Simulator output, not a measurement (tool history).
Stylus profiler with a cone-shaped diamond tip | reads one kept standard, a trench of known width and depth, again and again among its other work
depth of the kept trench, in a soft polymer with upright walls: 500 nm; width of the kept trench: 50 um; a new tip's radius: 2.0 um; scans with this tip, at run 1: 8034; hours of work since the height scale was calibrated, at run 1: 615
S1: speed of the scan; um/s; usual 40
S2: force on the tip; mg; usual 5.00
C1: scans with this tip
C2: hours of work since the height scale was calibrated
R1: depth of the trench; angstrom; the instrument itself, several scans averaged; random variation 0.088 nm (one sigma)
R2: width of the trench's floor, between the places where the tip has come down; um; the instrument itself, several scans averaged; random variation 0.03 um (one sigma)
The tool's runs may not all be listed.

{"run": 1, "hour": 0.0, "S1": 40, "S2": 5.0, "C1": 8034, "C2": 615, "R1": 5146.3, "R2": 46.71}
{"run": 2, "hour": 51.8, "S1": 40, "S2": 5.0, "C1": 8333, "C2": 638, "R1": 5146.6, "R2": 46.71}
{"run": 3, "hour": 118.1, "S1": 40, "S2": 5.0, "C1": 8715, "C2": 667, "R1": 5147.5, "R2": 46.62}
{"run": 4, "hour": 172.2, "S1": 40, "S2": 5.0, "C1": 9027, "C2": 691, "R1": 5146.9, "R2": 46.64}
{"run": 5, "hour": 204.1, "S1": 19, "S2": 5.0, "C1": 9211, "C2": 705, "R1": 5146.3, "R2": 46.67}
{"run": 6, "hour": 264.3, "S1": 40, "S2": 5.0, "C1": 9558, "C2": 732, "R1": 5148.1, "R2": 46.6}
{"run": 7, "hour": 321.1, "S1": 40, "S2": 5.0, "C1": 9886, "C2": 757, "R1": 5150.7, "R2": 46.57}
{"run": 8, "hour": 382.3, "S1": 40, "S2": 3.11, "C1": 10238, "C2": 784, "R1": 5111.0, "R2": 46.46}
{"run": 9, "hour": 442.2, "S1": 40, "S2": 5.0, "C1": 10584, "C2": 810, "R1": 5149.1, "R2": 46.55}
{"run": 10, "hour": 474.0, "S1": 39, "S2": 5.0, "C1": 10767, "C2": 824, "R1": 5147.7, "R2": 46.56}
{"run": 11, "hour": 541.9, "S1": 39, "S2": 4.37, "C1": 11158, "C2": 854, "R1": 5138.5, "R2": 46.5}
{"run": 12, "hour": 582.3, "S1": 39, "S2": 4.37, "C1": 11391, "C2": 872, "R1": 5140.0, "R2": 46.38}
{"run": 13, "hour": 643.2, "S1": 39, "S2": 4.37, "C1": 11742, "C2": 899, "R1": 5137.4, "R2": 46.43}
{"run": 14, "hour": 705.9, "S1": 15, "S2": 4.37, "C1": 12104, "C2": 927, "R1": 5139.2, "R2": 46.54}
{"run": 15, "hour": 744.8, "S1": 15, "S2": 4.37, "C1": 12328, "C2": 944, "R1": 5140.4, "R2": 46.55}
{"run": 16, "hour": 805.0, "S1": 15, "S2": 4.37, "C1": 12675, "C2": 970, "R1": 5140.9, "R2": 46.51}
{"run": 17, "hour": 841.4, "S1": 15, "S2": 4.37, "C1": 12885, "C2": 986, "R1": 5138.5, "R2": 46.5}
{"hour": 891.5, "done": "height scale calibrated on a step standard"}
{"run": 18, "hour": 907.5, "S1": 40, "S2": 1.7, "C1": 13263, "C2": 7, "R1": 5087.2, "R2": 46.26}
{"run": 19, "hour": 971.8, "S1": 40, "S2": 5.0, "C1": 13634, "C2": 35, "R1": 5158.6, "R2": 46.36}
{"hour": 1015.5, "done": "height scale calibrated on a step standard, once more"}
{"run": 20, "hour": 1030.4, "S1": 20, "S2": 6.35, "C1": 13969, "C2": 7, "R1": 5159.1, "R2": 46.46}
{"run": 21, "hour": 1087.1, "S1": 20, "S2": 6.35, "C1": 14296, "C2": 32, "R1": 5159.8, "R2": 46.44}
{"run": 22, "hour": 1152.5, "S1": 86, "S2": 3.54, "C1": 14673, "C2": 60, "R1": 5108.4, "R2": 45.99}
{"run": 23, "hour": 1206.3, "S1": 121, "S2": 3.11, "C1": 14983, "C2": 84, "R1": 5100.1, "R2": 45.81}
{"run": 24, "hour": 1238.9, "S1": 10, "S2": 12.79, "C1": 15171, "C2": 99, "R1": 5256.2, "R2": 46.43}
{"run": 25, "hour": 1280.0, "S1": 40, "S2": 11.19, "C1": 15408, "C2": 117, "R1": 5233.5, "R2": 46.3}
{"run": 26, "hour": 1328.4, "S1": 40, "S2": 11.19, "C1": 15686, "C2": 138, "R1": 5236.9, "R2": 46.32}
{"run": 27, "hour": 1372.3, "S1": 11, "S2": 7.77, "C1": 15940, "C2": 157, "R1": 5185.6, "R2": 46.43}
{"run": 28, "hour": 1401.2, "S1": 66, "S2": 1.97, "C1": 16106, "C2": 170, "R1": 5076.6, "R2": 45.91}
{"run": 29, "hour": 1430.6, "S1": 37, "S2": 3.35, "C1": 16276, "C2": 183, "R1": 5107.9, "R2": 46.15}
{"run": 30, "hour": 1494.1, "S1": 37, "S2": 3.35, "C1": 16642, "C2": 211, "R1": 5107.9, "R2": 46.19}
{"run": 31, "hour": 1526.4, "S1": 33, "S2": 3.15, "C1": 16828, "C2": 225, "R1": 5101.7, "R2": 46.16}
{"run": 32, "hour": 1572.9, "S1": 131, "S2": 2.56, "C1": 17096, "C2": 246, "R1": 5091.1, "R2": 45.53}
{"run": 33, "hour": 1603.5, "S1": 40, "S2": 6.21, "C1": 17272, "C2": 259, "R1": 5161.2, "R2": 46.15}
{"run": 34, "hour": 1636.2, "S1": 40, "S2": 6.21, "C1": 17461, "C2": 274, "R1": 5162.2, "R2": 46.18}
{"run": 35, "hour": 1672.8, "S1": 40, "S2": 6.21, "C1": 17672, "C2": 290, "R1": 5162.1, "R2": 46.18}
{"run": 36, "hour": 1731.4, "S1": 40, "S2": 6.21, "C1": 18010, "C2": 316, "R1": 5163.8, "R2": 46.13}
{"run": 37, "hour": 1773.0, "S1": 40, "S2": 6.21, "C1": 18250, "C2": 334, "R1": 5163.4, "R2": 46.11}

Forecast each of these 3 alternatives for the next run:
{"run": "A", "hour": 1823.4, "S1": 95, "S2": 3.82, "C1": 18540, "C2": 357, "R1": "?", "R2": "?"}
{"run": "B", "hour": 1823.4, "S1": 29, "S2": 14.09, "C1": 18540, "C2": 357, "R1": "?", "R2": "?"}
{"run": "C", "hour": 1823.4, "S1": 35, "S2": 2.01, "C1": 18540, "C2": 357, "R1": "?", "R2": "?"}

run=A R1=5119.4 R2=45.78
run=B R1=5277.5 R2=46.15
run=C R1=5081.3 R2=46.02
Without the tool's hidden state the same runs would have given:
run=A R1=5112.6 R2=46.88
run=B R1=5270.5 R2=47.25
run=C R1=5074.6 R2=47.12
